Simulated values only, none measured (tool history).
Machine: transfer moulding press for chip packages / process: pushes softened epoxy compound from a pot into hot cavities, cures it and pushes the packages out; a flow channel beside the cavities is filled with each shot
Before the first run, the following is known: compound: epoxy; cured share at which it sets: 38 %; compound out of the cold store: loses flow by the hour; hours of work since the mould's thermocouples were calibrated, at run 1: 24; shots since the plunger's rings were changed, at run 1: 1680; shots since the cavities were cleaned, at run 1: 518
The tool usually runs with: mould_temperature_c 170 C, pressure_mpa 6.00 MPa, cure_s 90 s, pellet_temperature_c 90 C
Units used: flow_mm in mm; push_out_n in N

run,hour,mould_temperature_c,pressure_mpa,cure_s,pellet_temperature_c,hours of work since the mould's thermocouples were calibrated,shots since the plunger's rings were changed,shots since the cavities were cleaned,incoming compound's hours out of the cold store,flow_mm,push_out_n
1,0.0,170,6.00,90,90,24,1680,518,40.6,654,658
# hour 18.7: cavities cleaned with cleaning compound and waxed
2,27.2,170,6.00,90,90,42,2063,126,37.0,647,466
3,47.4,170,6.00,90,90,56,2366,429,22.4,668,627
4,63.2,170,6.00,90,90,67,2602,665,36.2,653,709
# hour 72.7: cavities cleaned with cleaning compound and waxed
5,86.1,170,6.00,90,90,82,2921,201,35.4,638,521
6,108.9,170,6.00,90,94,98,3261,541,47.1,632,662
# hour 128.1: cavities cleaned with cleaning compound and waxed
7,140.5,170,6.00,122,90,119,3710,185,26.0,642,468
8,156.7,170,6.00,122,90,131,3952,427,42.7,617,590
9,179.3,163,6.00,90,90,147,4289,764,15.9,691,1039
# hour 183.8: cavities cleaned with cleaning compound and waxed
10,203.8,163,6.00,90,90,163,4632,298,44.7,631,764
11,219.1,163,6.00,90,90,173,4861,527,26.0,659,899
# hour 238.7: cavities cleaned with cleaning compound and waxed
12,243.3,163,6.00,90,90,189,5200,69,23.9,669,591
# hour 247.4: mould's thermocouples calibrated
# hour 266.8: plunger's sealing rings changed
13,272.6,170,4.64,78,90,16,86,439,31.2,593,710
# hour 296.9: cavities cleaned with cleaning compound and waxed
14,296.9,170,6.96,97,90,32,426,0,37.7,721,345
15,328.0,170,6.96,97,90,54,891,465,37.7,700,621
# hour 351.6: cavities cleaned with cleaning compound and waxed
16,359.2,164,6.08,90,90,74,1334,113,47.1,675,574
# hour 363.1: mould's thermocouples calibrated, once more
17,388.1,172,6.00,123,92,18,1736,515,28.2,658,639
# hour 407.5: cavities cleaned with cleaning compound and waxed
18,414.5,172,6.00,128,92,35,2108,106,15.9,677,420
19,435.6,172,6.00,128,92,50,2422,420,29.7,642,578
# hour 462.0: cavities cleaned with cleaning compound and waxed
20,469.1,170,6.00,93,94,72,2900,107,35.6,644,455
21,495.0,170,5.65,90,90,90,3286,493,37.0,614,665

Below, each run's measurement less what the same run would have read without the hidden state. Both values contain the same run-to-run variation, but the gauge's scatter may not be the same in both:
The tool's hidden condition here consists of: true mould temperature over the reading, C; pressure that reaches the compound, % of what is set; grip of the stained cavities, % over clean ones'; drift of the gauge itself on flow_mm, %; drift of the gauge itself on push_out_n, %.
run,flow_mm,push_out_n
1,-19,+301
2,-25,+97
3,-29,+263
4,-32,+338
5,-35,+152
6,-39,+303
7,-46,+132
8,-48,+253
9,-58,+504
10,-58,+268
11,-64,+391
12,-71,+86
13,-4,+299
14,-10,+0
15,-16,+270
16,-22,+106
17,-24,+285
18,-29,+82
19,-31,+242
20,-38,+90
21,-41,+294
